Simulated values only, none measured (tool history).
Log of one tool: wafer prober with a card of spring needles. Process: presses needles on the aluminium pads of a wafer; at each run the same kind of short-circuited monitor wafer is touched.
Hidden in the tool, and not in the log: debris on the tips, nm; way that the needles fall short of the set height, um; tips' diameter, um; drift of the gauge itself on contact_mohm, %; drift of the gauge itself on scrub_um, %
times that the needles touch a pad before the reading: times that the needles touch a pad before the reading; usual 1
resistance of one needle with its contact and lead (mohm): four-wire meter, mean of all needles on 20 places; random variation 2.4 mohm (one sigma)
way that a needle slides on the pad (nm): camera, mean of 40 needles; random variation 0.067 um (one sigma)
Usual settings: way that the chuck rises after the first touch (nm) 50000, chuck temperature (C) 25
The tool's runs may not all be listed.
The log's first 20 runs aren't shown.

run,day,way that the chuck rises after the first touch (nm),chuck temperature (C),times that the needles touch a pad before the reading,touches since the tips were cleaned,cleanings since the card got new needles,touches since the first contact's height was set,resistance of one needle with its contact and lead (mohm),way that a needle slides on the pad (nm)
# day 29.317: tips cleaned on abrasive film
# day 30.233: tips cleaned on abrasive film
21,30.454,62000,25,2,1761,113,67364,274,14620
# day 31.217: tips cleaned on abrasive film
# day 32.096: tips cleaned on abrasive film
22,32.292,62000,25,2,1547,115,81788,274,14580
# day 32.971: tips cleaned on abrasive film
23,33.242,48000,25,3,2137,116,89254,275,11320
# day 33.833: tips cleaned on abrasive film
# day 34.708: tips cleaned on abrasive film
24,35.179,48000,25,3,3722,118,104503,273,11220
# day 35.646: tips cleaned on abrasive film
# day 36.579: tips cleaned on abrasive film
25,36.875,47000,25,1,2320,120,117808,275,11030
# day 37.429: tips cleaned on abrasive film
# day 38.333: tips cleaned on abrasive film
26,38.333,65000,36,1,0,122,129248,273,15230
# day 39.296: tips cleaned on abrasive film
27,39.296,41000,52,1,0,123,136828,292,9680
# day 40.254: tips cleaned on abrasive film
# day 41.188: tips cleaned on abrasive film
28,41.279,38000,25,3,742,125,152424,282,8940
# day 41.992: height of the first contact set anew
# day 42.175: tips cleaned on abrasive film
29,42.867,38000,115,1,5467,126,6873,317,8900
# day 43.046: tips cleaned on abrasive film
30,43.712,50000,51,1,5266,127,13502,284,11800

4 ways to go on from here, each from the tool as it stands after run 30. What would each give?
# day 44.017: tips cleaned on abrasive film
A,44.712,50000,28,2,5497,128,21372,?,?
# day 44.017: tips cleaned on abrasive film
B,44.712,46000,25,1,5497,128,21372,?,?
# day 44.017: tips cleaned on abrasive film
C,44.712,50000,119,1,5497,128,21372,?,?
# day 44.017: tips cleaned on abrasive film
D,44.712,62000,26,1,5497,128,21372,?,?

run,resistance of one needle with its contact and lead (mohm),way that a needle slides on the pad (nm)
A,282,11680
B,278,10770
C,306,11610
D,272,14670
Without the tool's hidden state the same runs would have given:
run,resistance of one needle with its contact and lead (mohm),way that a needle slides on the pad (nm)
A,282,11680
B,278,10770
C,305,11610
D,272,14670
